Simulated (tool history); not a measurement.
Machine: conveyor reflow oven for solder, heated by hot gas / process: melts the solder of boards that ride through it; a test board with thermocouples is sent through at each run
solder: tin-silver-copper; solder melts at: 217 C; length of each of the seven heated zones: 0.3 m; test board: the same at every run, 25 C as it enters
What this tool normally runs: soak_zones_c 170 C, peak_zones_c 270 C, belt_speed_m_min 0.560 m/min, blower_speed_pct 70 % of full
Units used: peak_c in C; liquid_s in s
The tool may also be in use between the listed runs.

| run | hour | soak_zones_c | peak_zones_c | belt_speed_m_min | blower_speed_pct | peak_c | liquid_s |
|---|---|---|---|---|---|---|---|
| 1 | 0.0 | 170 | 270 | 0.560 | 70 | 251.8 | 47.7 |
| 2 | 99.4 | 170 | 270 | 0.606 | 70 | 250.2 | 43.3 |
| 3 | 163.1 | 170 | 270 | 0.560 | 70 | 252.2 | 48.7 |
| 4 | 218.5 | 170 | 270 | 0.560 | 70 | 252.0 | 48.6 |
| 5 | 289.0 | 170 | 270 | 0.560 | 70 | 250.7 | 45.5 |
| 6 | 348.2 | 170 | 274 | 0.560 | 70 | 254.9 | 48.1 |
| 7 | 392.6 | 170 | 274 | 0.560 | 70 | 254.3 | 48.2 |
| 8 | 445.6 | 170 | 274 | 0.560 | 70 | 253.9 | 47.6 |
| 9 | 507.2 | 167 | 270 | 0.560 | 70 | 249.4 | 44.1 |
| 10 | 594.4 | 167 | 270 | 0.560 | 70 | 250.2 | 44.9 |
| 11 | 682.6 | 167 | 270 | 0.560 | 70 | 252.4 | 46.1 |
| 12 | 755.8 | 180 | 270 | 0.560 | 70 | 254.7 | 51.4 |
| 13 | 836.0 | 180 | 270 | 0.459 | 70 | 260.4 | 68.2 |
| 14 | 911.9 | 180 | 270 | 0.459 | 70 | 259.2 | 67.7 |
| 15 | 998.7 | 177 | 270 | 0.577 | 63 | 250.1 | 46.3 |
| 16 | 1048.0 | 159 | 270 | 0.560 | 67 | 248.7 | 42.0 |
| 17 | 1105.9 | 159 | 270 | 0.560 | 67 | 249.3 | 42.5 |
| 18 | 1193.2 | 159 | 270 | 0.560 | 67 | 249.6 | 42.2 |
| 19 | 1257.3 | 159 | 269 | 0.560 | 62 | 246.4 | 39.9 |
| 20 | 1305.7 | 164 | 270 | 0.560 | 68 | 249.9 | 44.3 |
| 21 | 1397.2 | 164 | 270 | 0.560 | 53 | 244.4 | 39.1 |
| 22 | 1457.8 | 170 | 270 | 0.560 | 52 | 245.4 | 41.5 |
| 23 | 1523.4 | 170 | 281 | 0.630 | 52 | 248.2 | 37.8 |
| 24 | 1588.1 | 172 | 270 | 0.479 | 56 | 252.3 | 56.7 |
| 25 | 1635.4 | 170 | 259 | 0.560 | 60 | 240.9 | 38.3 |

Not shown: 11 entries that the log had between the listed runs. Between which runs, and how does the tool's hidden state differ before and after?
Run 1 -> run 2: belt drive overhauled, speed set with a stopwatch (hour 29.1); flux residue cleaned out of gas plates and filters (hour 39.5)
  heat that the gas passes to the board, % of a clean oven's: 96.8 -> 98.3; belt's true speed, % of the reading: 97.97 -> 96.55; true gas temperature in zones 6 and 7 over the reading, C: -0.89 -> -1.11
  the result without the hidden state subtracted from the measured one, peak_c: -0.9 -> -0.1 C; liquid_s: +0.4 -> +1.6 s
Run 4 -> run 5: belt drive overhauled, speed set with a stopwatch, once more (hour 287.2)
  heat that the gas passes to the board, % of a clean oven's: 96.6 -> 95.7; belt's true speed, % of the reading: 96.38 -> 100.06; true gas temperature in zones 6 and 7 over the reading, C: -1.39 -> -1.55
  the result without the hidden state subtracted from the measured one, peak_c: -0.8 -> -2.5 C; liquid_s: +1.4 -> -1.8 s
Run 5 -> run 6: flux residue cleaned out of gas plates and filters (hour 305.7)
  heat that the gas passes to the board, % of a clean oven's: 95.7 -> 98.4; belt's true speed, % of the reading: 100.06 -> 99.99; true gas temperature in zones 6 and 7 over the reading, C: -1.55 -> -1.68
  the result without the hidden state subtracted from the measured one, peak_c: -2.5 -> -1.9 C; liquid_s: -1.8 -> -1.1 s
Run 9 -> run 10: flux residue cleaned out of gas plates and filters (hour 562.3)
  heat that the gas passes to the board, % of a clean oven's: 96.1 -> 98.7; belt's true speed, % of the reading: 99.74 -> 99.62; true gas temperature in zones 6 and 7 over the reading, C: -2.06 -> -2.26
  the result without the hidden state subtracted from the measured one, peak_c: -2.6 -> -2.2 C; liquid_s: -1.7 -> -1.2 s
Run 10 -> run 11: thermocouples of zones 6 and 7 changed (hour 626.6)
  heat that the gas passes to the board, % of a clean oven's: 98.7 -> 97.5; belt's true speed, % of the reading: 99.62 -> 99.49; true gas temperature in zones 6 and 7 over the reading, C: -2.26 -> 0.38
  the result without the hidden state subtracted from the measured one, peak_c: -2.2 -> -0.1 C; liquid_s: -1.2 -> +0.1 s
Run 12 -> run 13: flux residue cleaned out of gas plates and filters (hour 824.0)
  heat that the gas passes to the board, % of a clean oven's: 96.4 -> 99.8; belt's true speed, % of the reading: 99.37 -> 99.26; true gas temperature in zones 6 and 7 over the reading, C: 0.21 -> 0.03
  the result without the hidden state subtracted from the measured one, peak_c: -0.4 -> +0.1 C; liquid_s: +0.0 -> +0.7 s
Run 16 -> run 17: flux residue cleaned out of gas plates and filters (hour 1084.4)
  heat that the gas passes to the board, % of a clean oven's: 96.8 -> 99.3; belt's true speed, % of the reading: 98.96 -> 98.89; true gas temperature in zones 6 and 7 over the reading, C: -0.46 -> -0.58
  the result without the hidden state subtracted from the measured one, peak_c: -0.8 -> -0.2 C; liquid_s: -0.2 -> +0.3 s
Run 20 -> run 21: flux residue cleaned out of gas plates and filters (hour 1346.2)
  heat that the gas passes to the board, % of a clean oven's: 96.2 -> 98.8; belt's true speed, % of the reading: 98.6 -> 98.48; true gas temperature in zones 6 and 7 over the reading, C: -1.07 -> -1.27
  the result without the hidden state subtracted from the measured one, peak_c: -1.4 -> -0.7 C; liquid_s: -0.3 -> +0.2 s
Run 24 -> run 25: flux residue cleaned out of gas plates and filters (hour 1607.2); thermocouples of zones 6 and 7 changed (hour 1609.2)
  heat that the gas passes to the board, % of a clean oven's: 96.1 -> 99.3; belt's true speed, % of the reading: 98.2 -> 98.15; true gas temperature in zones 6 and 7 over the reading, C: -1.71 -> 0.03
  the result without the hidden state subtracted from the measured one, peak_c: -1.6 -> +0.5 C; liquid_s: -0.1 -> +1.3 s

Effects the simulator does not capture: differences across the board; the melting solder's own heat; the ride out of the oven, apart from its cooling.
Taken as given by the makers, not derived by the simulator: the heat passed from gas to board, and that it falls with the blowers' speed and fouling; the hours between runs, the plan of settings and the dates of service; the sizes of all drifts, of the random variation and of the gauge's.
